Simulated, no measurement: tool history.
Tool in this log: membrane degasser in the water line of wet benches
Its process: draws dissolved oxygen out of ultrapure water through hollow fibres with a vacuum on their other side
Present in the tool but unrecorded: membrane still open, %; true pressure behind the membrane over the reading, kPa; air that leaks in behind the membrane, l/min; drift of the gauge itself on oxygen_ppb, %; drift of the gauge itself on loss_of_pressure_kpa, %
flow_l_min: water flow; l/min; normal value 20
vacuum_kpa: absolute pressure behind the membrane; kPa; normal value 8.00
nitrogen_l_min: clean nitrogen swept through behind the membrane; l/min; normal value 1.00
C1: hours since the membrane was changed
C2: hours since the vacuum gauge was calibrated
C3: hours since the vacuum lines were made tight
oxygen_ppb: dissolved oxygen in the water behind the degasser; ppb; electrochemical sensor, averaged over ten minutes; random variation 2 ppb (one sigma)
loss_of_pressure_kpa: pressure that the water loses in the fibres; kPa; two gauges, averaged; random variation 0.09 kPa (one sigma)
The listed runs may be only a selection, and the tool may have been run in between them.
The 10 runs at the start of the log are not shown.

At hour 437.5: vacuum gauge calibrated.
Run 11, hour 490.2: usual settings; C1 2708; C2 53; C3 9780. Result: oxygen_ppb 234.7 ppb, loss_of_pressure_kpa 27.12 kPa.
Run 12, hour 524.2: usual settings but flow_l_min 26 l/min; C1 2741; C2 87; C3 9814. Result: oxygen_ppb 302.7 ppb, loss_of_pressure_kpa 35.15 kPa.
At hour 544.7: seals of the vacuum lines changed.
Run 13, hour 563.2: usual settings but flow_l_min 26 l/min; C1 2779; C2 124; C3 18. Result: oxygen_ppb 306.1 ppb, loss_of_pressure_kpa 35.23 kPa.
Run 14, hour 592.7: usual settings but flow_l_min 26 l/min; C1 2808; C2 153; C3 48. Result: oxygen_ppb 304.8 ppb, loss_of_pressure_kpa 35.16 kPa.
At hour 617.3: vacuum gauge calibrated, once more.
Run 15, hour 621.1: usual settings; C1 2836; C2 4; C3 76. Result: oxygen_ppb 218.3 ppb, loss_of_pressure_kpa 27.27 kPa.
Run 16, hour 669.2: usual settings but flow_l_min 19 l/min; C1 2884; C2 52; C3 124. Result: oxygen_ppb 207.3 ppb, loss_of_pressure_kpa 25.62 kPa.
Run 17, hour 721.5: usual settings but flow_l_min 14 l/min, vacuum_kpa 11.55 kPa; C1 2936; C2 104; C3 176. Result: oxygen_ppb 257.2 ppb, loss_of_pressure_kpa 18.92 kPa.
Run 18, hour 765.6: usual settings but flow_l_min 29 l/min, vacuum_kpa 9.76 kPa, nitrogen_l_min 0.44 l/min; C1 2980; C2 148; C3 220. Result: oxygen_ppb 738.3 ppb, loss_of_pressure_kpa 39.27 kPa.
Run 19, hour 830.7: usual settings but flow_l_min 28 l/min, vacuum_kpa 8.27 kPa, nitrogen_l_min 0.76 l/min; C1 3046; C2 213; C3 285. Result: oxygen_ppb 392.5 ppb, loss_of_pressure_kpa 37.81 kPa.
Run 20, hour 865.6: usual settings but flow_l_min 28 l/min, vacuum_kpa 8.42 kPa, nitrogen_l_min 0.76 l/min; C1 3080; C2 248; C3 320. Result: oxygen_ppb 404.5 ppb, loss_of_pressure_kpa 37.97 kPa.
Run 21, hour 906.6: usual settings but flow_l_min 23 l/min, vacuum_kpa 5.79 kPa, nitrogen_l_min 1.13 l/min; C1 3121; C2 289; C3 361. Result: oxygen_ppb 132.9 ppb, loss_of_pressure_kpa 31.00 kPa.
Run 22, hour 943.8: usual settings but flow_l_min 28 l/min; C1 3159; C2 327; C3 399. Result: oxygen_ppb 307.1 ppb, loss_of_pressure_kpa 37.97 kPa.
Run 23, hour 1002.3: usual settings but flow_l_min 17 l/min, vacuum_kpa 9.02 kPa, nitrogen_l_min 0.46 l/min; C1 3217; C2 385; C3 457. Result: oxygen_ppb 428.6 ppb, loss_of_pressure_kpa 23.07 kPa.
Run 24, hour 1062.7: usual settings but flow_l_min 17 l/min, vacuum_kpa 9.02 kPa, nitrogen_l_min 0.46 l/min; C1 3278; C2 445; C3 517. Result: oxygen_ppb 428.6 ppb, loss_of_pressure_kpa 23.03 kPa.
Run 25, hour 1108.4: usual settings but flow_l_min 17 l/min, vacuum_kpa 7.94 kPa, nitrogen_l_min 0.97 l/min; C1 3323; C2 491; C3 563. Result: oxygen_ppb 191.5 ppb, loss_of_pressure_kpa 23.08 kPa.
Run 26, hour 1144.1: usual settings but flow_l_min 27 l/min, vacuum_kpa 7.94 kPa, nitrogen_l_min 0.64 l/min; C1 3359; C2 527; C3 599. Result: oxygen_ppb 410.4 ppb, loss_of_pressure_kpa 36.76 kPa.
Run 27, hour 1194.9: usual settings but flow_l_min 26 l/min, vacuum_kpa 9.30 kPa, nitrogen_l_min 0.64 l/min; C1 3410; C2 578; C3 650. Result: oxygen_ppb 499.1 ppb, loss_of_pressure_kpa 35.25 kPa.
Run 28, hour 1222.2: usual settings but flow_l_min 30 l/min, nitrogen_l_min 1.33 l/min; C1 3437; C2 605; C3 677. Result: oxygen_ppb 276.9 ppb, loss_of_pressure_kpa 40.64 kPa.
Run 29, hour 1283.3: usual settings but vacuum_kpa 8.42 kPa; C1 3498; C2 666; C3 738. Result: oxygen_ppb 239.0 ppb, loss_of_pressure_kpa 27.32 kPa.
Run 30, hour 1337.8: usual settings but vacuum_kpa 17.47 kPa; C1 3553; C2 721; C3 793. Result: oxygen_ppb 610.3 ppb, loss_of_pressure_kpa 27.21 kPa.
Run 31, hour 1382.2: usual settings but flow_l_min 22 l/min, vacuum_kpa 9.99 kPa, nitrogen_l_min 1.29 l/min; C1 3597; C2 765; C3 837. Result: oxygen_ppb 272.2 ppb, loss_of_pressure_kpa 29.85 kPa.
Run 32, hour 1412.0: usual settings but vacuum_kpa 13.61 kPa; C1 3627; C2 795; C3 867. Result: oxygen_ppb 455.1 ppb, loss_of_pressure_kpa 27.15 kPa.

Consider 3 possible next runs. They are alternatives, not a sequence: every one starts from the tool as it was left by run 32. What does each give?
Run A, hour 1444.5: usual settings but flow_l_min 19 l/min, vacuum_kpa 8.27 kPa, nitrogen_l_min 1.63 l/min; C1 3659; C2 827; C3 899. Result: oxygen_ppb ?, loss_of_pressure_kpa ?.
Run B, hour 1444.5: usual settings but nitrogen_l_min 1.87 l/min; C1 3659; C2 827; C3 899. Result: oxygen_ppb ?, loss_of_pressure_kpa ?.
Run C, hour 1444.5: usual settings but flow_l_min 22 l/min; C1 3659; C2 827; C3 899. Result: oxygen_ppb ?, loss_of_pressure_kpa ?.

run  oxygen_ppb  loss_of_pressure_kpa
  A       148.1                 25.73
  B       130.5                 27.01
  C       244.9                 29.90
The same runs, with their run-to-run variation unchanged, on a tool lacking any hidden condition would have given:
run  oxygen_ppb  loss_of_pressure_kpa
  A       146.0                 25.43
  B       128.5                 26.69
  C       241.9                 29.55
